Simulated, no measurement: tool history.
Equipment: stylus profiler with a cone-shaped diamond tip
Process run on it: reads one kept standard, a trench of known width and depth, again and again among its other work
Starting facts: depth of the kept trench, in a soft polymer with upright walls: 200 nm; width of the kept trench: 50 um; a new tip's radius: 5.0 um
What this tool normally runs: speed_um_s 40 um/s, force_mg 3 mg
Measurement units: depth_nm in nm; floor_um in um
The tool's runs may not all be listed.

run	hour	speed_um_s	force_mg	depth_nm	floor_um
1	0	40	3	203.2	46.78
2	11.4	40	3	203.24	46.79
3	25.4	115	3	203.63	46.45
4	45.9	115	3	203.14	46.5
5	55.2	115	3	203.39	46.42
# hour 57.3: height scale calibrated on a step standard
6	67.8	115	3	202.88	46.45
7	76.9	61	3	203.02	46.65
8	96.3	61	3	203.12	46.71
9	116.5	80	8.42	206.75	46.71
10	126.8	73	7.26	206.08	46.76
# hour 144.4: height scale calibrated on a step standard, once more
11	144.4	85	1.13	202.05	46.28
12	156.5	84	6.96	206.43	46.63
13	174.9	12	1.28	202.17	46.83

Consider 5 possible next runs. They are alternatives, not a sequence: every one starts from the tool as it was left by run 13. What does each give?
A	189.3	42	1.29	?	?
B	189.3	129	1.98	?	?
C	189.3	13	3.37	?	?
D	189.3	37	2.04	?	?
E	189.3	12	5.23	?	?

run	depth_nm	floor_um
A	201.92	46.58
B	202.81	46.2
C	204.06	46.89
D	202.99	46.67
E	205.22	46.87
Had the tool no hidden state, the same runs would have come out as:
run	depth_nm	floor_um
A	201.82	46.88
B	202.71	46.49
C	203.97	47.19
D	202.89	46.96
E	205.12	47.17
